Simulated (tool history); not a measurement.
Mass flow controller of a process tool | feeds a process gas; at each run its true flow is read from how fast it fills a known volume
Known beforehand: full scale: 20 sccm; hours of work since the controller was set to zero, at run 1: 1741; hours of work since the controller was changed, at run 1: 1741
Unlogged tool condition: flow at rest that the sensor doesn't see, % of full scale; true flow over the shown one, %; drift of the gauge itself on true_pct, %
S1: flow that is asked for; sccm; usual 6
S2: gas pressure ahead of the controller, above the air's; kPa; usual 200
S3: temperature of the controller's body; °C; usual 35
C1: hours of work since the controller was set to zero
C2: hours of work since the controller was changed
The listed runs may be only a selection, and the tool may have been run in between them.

run 1 hour=0 | S1=6 S2=200 S3=35 | C1=1741 C2=1741 | true_flow_(%)=99.1
run 2 hour=67.9 | S1=20 S2=200 S3=35 | C1=1781 C2=1781 | true_flow_(%)=100.8
run 3 hour=182.8 | S1=6 S2=200 S3=35 | C1=1849 C2=1849 | true_flow_(%)=98.99
run 4 hour=298.9 | S1=6 S2=222 S3=35 | C1=1917 C2=1917 | true_flow_(%)=99.02
run 5 hour=442.1 | S1=6 S2=246 S3=35 | C1=2001 C2=2001 | true_flow_(%)=98.76
run 6 hour=589.8 | S1=6 S2=246 S3=35 | C1=2089 C2=2089 | true_flow_(%)=98.71
run 7 hour=674.9 | S1=6 S2=200 S3=35 | C1=2139 C2=2139 | true_flow_(%)=98.92
run 8 hour=757.8 | S1=6 S2=248 S3=35 | C1=2188 C2=2188 | true_flow_(%)=98.74
run 9 hour=852.7 | S1=6 S2=200 S3=34 | C1=2243 C2=2243 | true_flow_(%)=99.08
run 10 hour=957.7 | S1=6 S2=200 S3=35 | C1=2305 C2=2305 | true_flow_(%)=98.88
run 11 hour=1025.9 | S1=6 S2=200 S3=35 | C1=2346 C2=2346 | true_flow_(%)=99.06
run 12 hour=1090 | S1=6 S2=173 S3=35 | C1=2383 C2=2383 | true_flow_(%)=99.04
run 13 hour=1161.6 | S1=6 S2=173 S3=35 | C1=2426 C2=2426 | true_flow_(%)=99.09
run 14 hour=1253.5 | S1=6 S2=200 S3=27 | C1=2480 C2=2480 | true_flow_(%)=98.26
run 15 hour=1324.7 | S1=6 S2=200 S3=27 | C1=2522 C2=2522 | true_flow_(%)=98.29
run 16 hour=1404.4 | S1=6 S2=200 S3=27 | C1=2569 C2=2569 | true_flow_(%)=98.34
run 17 hour=1473.4 | S1=6 S2=256 S3=35 | C1=2609 C2=2609 | true_flow_(%)=98.6
run 18 hour=1574.6 | S1=6 S2=269 S3=35 | C1=2669 C2=2669 | true_flow_(%)=98.62
run 19 hour=1695.7 | S1=6 S2=269 S3=35 | C1=2740 C2=2740 | true_flow_(%)=98.66
run 20 hour=1814 | S1=6 S2=200 S3=33 | C1=2810 C2=2810 | true_flow_(%)=98.79
run 21 hour=1902.7 | S1=6 S2=200 S3=35 | C1=2863 C2=2863 | true_flow_(%)=98.99
run 22 hour=1975 | S1=6 S2=200 S3=35 | C1=2905 C2=2905 | true_flow_(%)=99.05
run 23 hour=2050.1 | S1=6 S2=200 S3=35 | C1=2949 C2=2949 | true_flow_(%)=98.91
run 24 hour=2138.5 | S1=6 S2=200 S3=35 | C1=3001 C2=3001 | true_flow_(%)=98.77
run 25 hour=2219.3 | S1=3 S2=143 S3=28 | C1=3049 C2=3049 | true_flow_(%)=97.09
run 26 hour=2284.3 | S1=6 S2=271 S3=24 | C1=3087 C2=3087 | true_flow_(%)=97.64
run 27 hour=2370.7 | S1=6 S2=208 S3=35 | C1=3138 C2=3138 | true_flow_(%)=98.87
run 28 hour=2519.2 | S1=14 S2=258 S3=21 | C1=3226 C2=3226 | true_flow_(%)=98.81
run 29 hour=2629.9 | S1=15 S2=243 S3=38 | C1=3291 C2=3291 | true_flow_(%)=100.59
run 30 hour=2736.1 | S1=6 S2=250 S3=35 | C1=3354 C2=3354 | true_flow_(%)=98.59
run 31 hour=2854.2 | S1=6 S2=250 S3=35 | C1=3423 C2=3423 | true_flow_(%)=98.66
run 32 hour=2933.9 | S1=6 S2=159 S3=35 | C1=3470 C2=3470 | true_flow_(%)=99.06
run 33 hour=3011.9 | S1=6 S2=159 S3=35 | C1=3516 C2=3516 | true_flow_(%)=98.94
run 34 hour=3140.2 | S1=4 S2=159 S3=39 | C1=3592 C2=3592 | true_flow_(%)=98.63
run 35 hour=3205 | S1=4 S2=159 S3=39 | C1=3630 C2=3630 | true_flow_(%)=98.55
run 36 hour=3305 | S1=4 S2=159 S3=39 | C1=3689 C2=3689 | true_flow_(%)=98.63
run 37 hour=3411.9 | S1=12 S2=201 S3=33 | C1=3752 C2=3752 | true_flow_(%)=99.81
run 38 hour=3505.3 | S1=6 S2=156 S3=35 | C1=3807 C2=3807 | true_flow_(%)=99.09
run 39 hour=3638.2 | S1=6 S2=156 S3=35 | C1=3886 C2=3886 | true_flow_(%)=99.02
run 40 hour=3755.4 | S1=6 S2=156 S3=35 | C1=3955 C2=3955 | true_flow_(%)=99.08
run 41 hour=3852.4 | S1=6 S2=200 S3=24 | C1=4012 C2=4012 | true_flow_(%)=97.73
run 42 hour=3971.7 | S1=6 S2=158 S3=30 | C1=4082 C2=4082 | true_flow_(%)=98.66
run 43 hour=4079.3 | S1=6 S2=158 S3=30 | C1=4146 C2=4146 | true_flow_(%)=98.54
run 44 hour=4226.3 | S1=6 S2=186 S3=39 | C1=4232 C2=4232 | true_flow_(%)=99.16
run 45 hour=4291.2 | S1=19 S2=146 S3=20 | C1=4271 C2=4271 | true_flow_(%)=100.1
run 46 hour=4405.7 | S1=17 S2=146 S3=30 | C1=4338 C2=4338 | true_flow_(%)=100.52
run 47 hour=4485.1 | S1=17 S2=146 S3=30 | C1=4385 C2=4385 | true_flow_(%)=100.65
run 48 hour=4613.5 | S1=6 S2=235 S3=30 | C1=4461 C2=4461 | true_flow_(%)=98.13

What if the next run were any one of these 4? Each begins from the tool's condition after run 48:
run A hour=4692.8 | S1=4 S2=147 S3=31 | C1=4507 C2=4507 | true_flow_(%)=?
run B hour=4692.8 | S1=3 S2=235 S3=30 | C1=4507 C2=4507 | true_flow_(%)=?
run C hour=4692.8 | S1=13 S2=163 S3=31 | C1=4507 C2=4507 | true_flow_(%)=?
run D hour=4692.8 | S1=16 S2=231 S3=22 | C1=4507 C2=4507 | true_flow_(%)=?

run=A true_flow_(%)=97.68
run=B true_flow_(%)=96.27
run=C true_flow_(%)=99.95
run=D true_flow_(%)=99.27
Without the tool's unlogged condition, the same runs would have read:
run=A true_flow_(%)=99.29
run=B true_flow_(%)=98.67
run=C true_flow_(%)=99.92
run=D true_flow_(%)=99.1
